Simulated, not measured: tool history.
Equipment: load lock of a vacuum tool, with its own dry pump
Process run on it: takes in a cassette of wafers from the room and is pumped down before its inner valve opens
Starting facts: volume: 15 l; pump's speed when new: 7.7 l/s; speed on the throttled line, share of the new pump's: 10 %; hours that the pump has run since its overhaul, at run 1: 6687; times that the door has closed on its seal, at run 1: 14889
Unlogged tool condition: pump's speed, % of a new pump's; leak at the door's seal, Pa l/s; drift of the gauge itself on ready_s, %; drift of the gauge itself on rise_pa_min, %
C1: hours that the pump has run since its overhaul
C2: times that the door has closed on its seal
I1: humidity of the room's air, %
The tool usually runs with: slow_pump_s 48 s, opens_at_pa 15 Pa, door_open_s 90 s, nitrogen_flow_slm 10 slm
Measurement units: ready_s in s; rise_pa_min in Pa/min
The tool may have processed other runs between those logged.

run 1 hour=0 | slow_pump_s=48 opens_at_pa=15 door_open_s=90 nitrogen_flow_slm=10 | C1=6687 C2=14889 | I1=47.3 | ready_s=63 rise_pa_min=0.182
run 2 hour=305.2 | slow_pump_s=48 opens_at_pa=15 door_open_s=90 nitrogen_flow_slm=5 | C1=6992 C2=15229 | I1=46.2 | ready_s=62.8 rise_pa_min=0.208
run 3 hour=524.1 | slow_pump_s=48 opens_at_pa=15 door_open_s=90 nitrogen_flow_slm=5 | C1=7211 C2=15474 | I1=43.2 | ready_s=62 rise_pa_min=0.196
run 4 hour=876.1 | slow_pump_s=48 opens_at_pa=15 door_open_s=90 nitrogen_flow_slm=10 | C1=7563 C2=15866 | I1=48.2 | ready_s=62.5 rise_pa_min=0.201
run 5 hour=1145.3 | slow_pump_s=48 opens_at_pa=15 door_open_s=90 nitrogen_flow_slm=10 | C1=7833 C2=16167 | I1=46 | ready_s=62 rise_pa_min=0.196
run 6 hour=1385.8 | slow_pump_s=59 opens_at_pa=15 door_open_s=90 nitrogen_flow_slm=10 | C1=8073 C2=16435 | I1=43.9 | ready_s=72.7 rise_pa_min=0.193
run 7 hour=1649 | slow_pump_s=59 opens_at_pa=15 door_open_s=90 nitrogen_flow_slm=10 | C1=8336 C2=16729 | I1=42.4 | ready_s=73.5 rise_pa_min=0.194
run 8 hour=1982.4 | slow_pump_s=59 opens_at_pa=15 door_open_s=90 nitrogen_flow_slm=10 | C1=8670 C2=17101 | I1=44.7 | ready_s=72.8 rise_pa_min=0.195
run 9 hour=2279.7 | slow_pump_s=59 opens_at_pa=15 door_open_s=90 nitrogen_flow_slm=10 | C1=8967 C2=17433 | I1=43.5 | ready_s=72.7 rise_pa_min=0.196
run 10 hour=2581.1 | slow_pump_s=59 opens_at_pa=15 door_open_s=90 nitrogen_flow_slm=10 | C1=9268 C2=17769 | I1=50.2 | ready_s=72.4 rise_pa_min=0.21
run 11 hour=2829.5 | slow_pump_s=48 opens_at_pa=15 door_open_s=85 nitrogen_flow_slm=10 | C1=9517 C2=18047 | I1=45 | ready_s=62.5 rise_pa_min=0.205
run 12 hour=3020.6 | slow_pump_s=48 opens_at_pa=15 door_open_s=85 nitrogen_flow_slm=10 | C1=9708 C2=18260 | I1=41.2 | ready_s=62.8 rise_pa_min=0.194
run 13 hour=3292.3 | slow_pump_s=48 opens_at_pa=15 door_open_s=27 nitrogen_flow_slm=10 | C1=9980 C2=18563 | I1=41.2 | ready_s=63.3 rise_pa_min=0.15
-- hour=3460.3 dry pump taken out, an overhauled one fitted
run 14 hour=3659.9 | slow_pump_s=48 opens_at_pa=15 door_open_s=27 nitrogen_flow_slm=10 | C1=200 C2=18967 | I1=44.6 | ready_s=60.5 rise_pa_min=0.159
run 15 hour=3981.6 | slow_pump_s=92 opens_at_pa=15 door_open_s=45 nitrogen_flow_slm=44 | C1=521 C2=19326 | I1=41.7 | ready_s=100.7 rise_pa_min=0.146
run 16 hour=4283.1 | slow_pump_s=90 opens_at_pa=15 door_open_s=90 nitrogen_flow_slm=10 | C1=823 C2=19662 | I1=49.9 | ready_s=99.3 rise_pa_min=0.228
run 17 hour=4630.4 | slow_pump_s=30 opens_at_pa=15 door_open_s=52 nitrogen_flow_slm=10 | C1=1170 C2=20050 | I1=45.6 | ready_s=45.3 rise_pa_min=0.188
run 18 hour=4986.4 | slow_pump_s=30 opens_at_pa=15 door_open_s=35 nitrogen_flow_slm=10 | C1=1526 C2=20447 | I1=39.9 | ready_s=45 rise_pa_min=0.167
run 19 hour=5229.8 | slow_pump_s=48 opens_at_pa=11 door_open_s=94 nitrogen_flow_slm=10 | C1=1769 C2=20719 | I1=43.9 | ready_s=61.3 rise_pa_min=0.219
run 20 hour=5513.7 | slow_pump_s=30 opens_at_pa=10 door_open_s=94 nitrogen_flow_slm=10 | C1=2053 C2=21035 | I1=44.2 | ready_s=46.4 rise_pa_min=0.235
run 21 hour=5741.1 | slow_pump_s=48 opens_at_pa=24 door_open_s=66 nitrogen_flow_slm=37 | C1=2281 C2=21289 | I1=43.6 | ready_s=59.9 rise_pa_min=0.17
run 22 hour=5999.5 | slow_pump_s=30 opens_at_pa=24 door_open_s=66 nitrogen_flow_slm=37 | C1=2539 C2=21578 | I1=43.6 | ready_s=44.4 rise_pa_min=0.172
run 23 hour=6249.6 | slow_pump_s=41 opens_at_pa=28 door_open_s=90 nitrogen_flow_slm=39 | C1=2789 C2=21857 | I1=43.7 | ready_s=53.4 rise_pa_min=0.184
run 24 hour=6600.6 | slow_pump_s=31 opens_at_pa=15 door_open_s=90 nitrogen_flow_slm=10 | C1=3140 C2=22249 | I1=45.6 | ready_s=45.9 rise_pa_min=0.236
run 25 hour=6902.5 | slow_pump_s=36 opens_at_pa=30 door_open_s=75 nitrogen_flow_slm=5 | C1=3442 C2=22585 | I1=45.5 | ready_s=48.4 rise_pa_min=0.244
run 26 hour=7085.9 | slow_pump_s=36 opens_at_pa=30 door_open_s=75 nitrogen_flow_slm=5 | C1=3626 C2=22790 | I1=46.5 | ready_s=49.2 rise_pa_min=0.246
run 27 hour=7268.2 | slow_pump_s=36 opens_at_pa=30 door_open_s=75 nitrogen_flow_slm=5 | C1=3808 C2=22994 | I1=44.5 | ready_s=49.2 rise_pa_min=0.244

Subtracting, for every run, the result it would have given without the tool's unlogged condition from the measured result gives the following. The same run-to-run variation enters both numbers; the gauge's scatter may not:
run=1 ready_s=+1.4 rise_pa_min=+0.068
run=2 ready_s=+1.5 rise_pa_min=+0.072
run=3 ready_s=+1.5 rise_pa_min=+0.072
run=4 ready_s=+1.6 rise_pa_min=+0.075
run=5 ready_s=+1.6 rise_pa_min=+0.076
run=6 ready_s=+1.6 rise_pa_min=+0.08
run=7 ready_s=+1.7 rise_pa_min=+0.08
run=8 ready_s=+1.7 rise_pa_min=+0.082
run=9 ready_s=+1.8 rise_pa_min=+0.086
run=10 ready_s=+1.9 rise_pa_min=+0.087
run=11 ready_s=+2.1 rise_pa_min=+0.089
run=12 ready_s=+2.1 rise_pa_min=+0.092
run=13 ready_s=+2.3 rise_pa_min=+0.092
run=14 ready_s=+0.2 rise_pa_min=+0.096
run=15 ready_s=+0.1 rise_pa_min=+0.097
run=16 ready_s=+0.2 rise_pa_min=+0.101
run=17 ready_s=+0.4 rise_pa_min=+0.102
run=18 ready_s=+0.5 rise_pa_min=+0.104
run=19 ready_s=+0.5 rise_pa_min=+0.107
run=20 ready_s=+0.7 rise_pa_min=+0.113
run=21 ready_s=+0.5 rise_pa_min=+0.11
run=22 ready_s=+0.7 rise_pa_min=+0.114
run=23 ready_s=+0.7 rise_pa_min=+0.115
run=24 ready_s=+0.9 rise_pa_min=+0.118
run=25 ready_s=+0.8 rise_pa_min=+0.122
run=26 ready_s=+0.8 rise_pa_min=+0.123
run=27 ready_s=+0.9 rise_pa_min=+0.125
